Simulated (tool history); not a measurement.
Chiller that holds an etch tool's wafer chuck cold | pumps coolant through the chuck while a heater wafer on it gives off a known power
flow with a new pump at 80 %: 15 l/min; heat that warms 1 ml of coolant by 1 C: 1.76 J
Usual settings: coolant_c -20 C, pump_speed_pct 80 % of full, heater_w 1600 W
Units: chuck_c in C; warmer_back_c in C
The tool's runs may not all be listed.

run,day,coolant_c,pump_speed_pct,heater_w,chuck_c,warmer_back_c
1,0,-20,80,1600,-0.7,3.78
2,2.225,-20,80,1600,-0.7,3.78
3,5.992,-20,80,1600,-0.6,3.74
4,7.721,-20,80,1600,-0.5,3.8
5,10.458,-14,80,1600,5.6,3.76
6,13.433,-20,80,1600,-0.4,3.77
7,16.608,-20,80,1600,-0.2,3.82
8,19.996,-20,98,1600,-3.6,3.07
9,22.404,-25,80,1600,-5.2,3.79
10,25.079,-25,80,1600,-5,3.87
11,28.688,-25,80,1600,-5.1,3.87
12,31.467,-25,80,1600,-5,3.89
# day 33.079: chiller's thermometer calibrated
13,33.942,-25,80,1600,-5.4,3.87
14,36.062,-20,80,1600,-0.5,3.94
15,38.188,-20,80,1600,-0.2,3.91
16,41.021,-20,80,1600,-0.2,3.89
17,42.958,-20,80,1600,0,3.85
18,45.671,-20,80,1600,-0.1,3.97
19,47.229,-15,80,1194,0,2.92
20,49.758,-15,80,1194,0,2.9
21,53.504,-13,80,957,-0.8,2.31
22,57.021,-22,72,1333,-3.4,3.74
23,60.383,-20,63,1498,3.6,4.85
24,63.904,-11,76,966,1.9,2.56
25,65.579,-18,98,1251,-4.5,2.46
26,67.258,-18,98,1251,-4.7,2.56
27,70.325,-18,98,1251,-4.5,2.45
# day 72.6: coolant changed, channels flushed
28,72.858,-26,73,1863,-1.3,5.18
29,76.3,-26,73,801,-15.3,2.24
30,77.962,-26,89,801,-17.1,1.82
31,81.046,-20,99,2031,0.6,4.04
32,83.554,-20,76,1600,0.7,4.23

Forecast each of these 4 alternatives for the next run:
A,86.775,-25,72,1600,?,?
B,86.775,-18,71,1992,?,?
C,86.775,-20,80,1354,?,?
D,86.775,-15,76,1788,?,?

run,chuck_c,warmer_back_c
A,-3.1,4.53
B,9.4,5.71
C,-3.2,3.47
D,8.1,4.82
Without the tool's hidden state the same runs would have given:
run,chuck_c,warmer_back_c
A,-5.5,4.08
B,6.5,5.14
C,-5,3.13
D,5.6,4.35
